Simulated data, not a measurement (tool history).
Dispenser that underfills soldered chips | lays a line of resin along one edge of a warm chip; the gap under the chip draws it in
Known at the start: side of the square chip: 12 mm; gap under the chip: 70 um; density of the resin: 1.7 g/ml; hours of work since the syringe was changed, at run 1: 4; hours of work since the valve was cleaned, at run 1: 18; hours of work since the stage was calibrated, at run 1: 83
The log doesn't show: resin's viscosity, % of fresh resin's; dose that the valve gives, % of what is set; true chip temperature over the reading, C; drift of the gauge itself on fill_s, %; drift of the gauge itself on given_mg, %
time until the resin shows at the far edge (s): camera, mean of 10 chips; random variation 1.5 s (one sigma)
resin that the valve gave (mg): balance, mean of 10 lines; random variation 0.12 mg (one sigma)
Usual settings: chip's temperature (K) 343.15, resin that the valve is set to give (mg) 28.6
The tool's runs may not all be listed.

run  hour  chip's temperature (K)  resin that the valve is set to give (mg)  hours of work since the syringe was changed  hours of work since the valve was cleaned  hours of work since the stage was calibrated  time until the resin shows at the far edge (s)  resin that the valve gave (mg)
  1   0.0                  343.15                                      28.6                                            4                                         18                                            83                                           169.2                           28.32
  2   6.0                  343.15                                      28.6                                            8                                         22                                            87                                           197.2                           28.12
  3  10.8                  343.15                                      28.6                                           10                                         25                                            90                                           218.9                           28.15
     12.8  -- new syringe of resin
  4  14.9                  343.15                                      28.6                                            1                                         27                                            92                                           154.4                           28.01
  5  18.5                  343.15                                      27.8                                            3                                         29                                            94                                           163.9                           27.43
  6  24.2                  337.15                                      27.8                                            7                                         33                                            98                                           258.1                           27.54
  7  30.7                  337.15                                      27.8                                           11                                         37                                           102                                           304.8                           27.25
     32.2  -- new syringe of resin
  8  36.2                  343.15                                      25.8                                            2                                         40                                           105                                           159.1                           25.19
  9  39.2                  343.15                                      25.8                                            4                                         42                                           107                                           172.8                           24.98
 10  45.2                  344.15                                      29.5                                            8                                         45                                           110                                           185.9                           28.59
 11  50.4                  344.15                                      29.5                                           11                                         48                                           114                                           211.4                           28.62

The next listed run, before its measurement:
     51.2  -- new syringe of resin
 12  56.0                  352.15                                      29.5                                            3                                         52                                           117                                               ?                               ?

time until the resin shows at the far edge (s): 98.8
resin that the valve gave (mg): 28.64
Without the tool's hidden state the same run would have given time until the resin shows at the far edge (s) 93.4, resin that the valve gave (mg) 29.48.
